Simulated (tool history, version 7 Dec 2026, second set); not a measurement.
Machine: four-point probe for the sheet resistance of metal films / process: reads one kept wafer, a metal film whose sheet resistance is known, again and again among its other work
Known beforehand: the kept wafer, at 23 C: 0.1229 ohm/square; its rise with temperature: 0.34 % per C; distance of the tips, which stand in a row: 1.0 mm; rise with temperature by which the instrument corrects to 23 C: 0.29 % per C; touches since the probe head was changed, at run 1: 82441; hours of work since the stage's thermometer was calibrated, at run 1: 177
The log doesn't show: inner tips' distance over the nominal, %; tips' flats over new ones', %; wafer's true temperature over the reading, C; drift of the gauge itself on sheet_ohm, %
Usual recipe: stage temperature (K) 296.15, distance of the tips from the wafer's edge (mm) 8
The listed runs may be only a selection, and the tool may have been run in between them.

run     day  stage temperature (K)  distance of the tips from the wafer's edge (mm)  touches since the probe head was changed  hours of work since the stage's thermometer was calibrated  sheet resistance as the instrument gives it (ohm/square)
  1   0.000                 296.15                                                8                                     82441                                                         177                                                  0.124143
  2   1.917                 296.15                                                8                                     84101                                                         210                                                  0.124189
  3   4.067                 296.15                                                3                                     85962                                                         246                                                  0.130097
  4   5.417                 296.15                                                3                                     87131                                                         269                                                  0.130087
  5   7.838                 296.15                                                3                                     89223                                                         310                                                  0.130093
  6   9.046                 296.15                                                8                                     90269                                                         331                                                  0.124239
  7  11.208                 296.15                                               13                                     92143                                                         368                                                  0.123619
  8  12.812                 296.15                                               13                                     93530                                                         395                                                  0.123600
  9  14.938                 300.15                                               32                                     95372                                                         431                                                  0.123540
 10  16.521                 303.15                                                3                                     96743                                                         458                                                  0.130628
 11  18.746                 303.15                                                3                                     98668                                                         496                                                  0.130678
 12  20.212                 308.15                                                5                                     99939                                                         521                                                  0.126621
 13  21.462                 294.15                                                8                                    101019                                                         542                                                  0.124155

Forecast each of these 4 alternatives for the next run:
  A  23.462                 297.15                                                6                                    102749                                                         576                                                         ?
  B  23.462                 296.15                                                4                                    102749                                                         576                                                         ?
  C  23.462                 292.15                                               29                                    102749                                                         576                                                         ?
  D  23.462                 296.15                                               11                                    102749                                                         576                                                         ?

run  sheet resistance as the instrument gives it (ohm/square)
  A                                                  0.125140
  B                                                  0.127264
  C                                                  0.123090
  D                                                  0.123821
Had the tool no hidden state, the same runs would have come out as:
run  sheet resistance as the instrument gives it (ohm/square)
  A                                                  0.124780
  B                                                  0.126898
  C                                                  0.122735
  D                                                  0.123464

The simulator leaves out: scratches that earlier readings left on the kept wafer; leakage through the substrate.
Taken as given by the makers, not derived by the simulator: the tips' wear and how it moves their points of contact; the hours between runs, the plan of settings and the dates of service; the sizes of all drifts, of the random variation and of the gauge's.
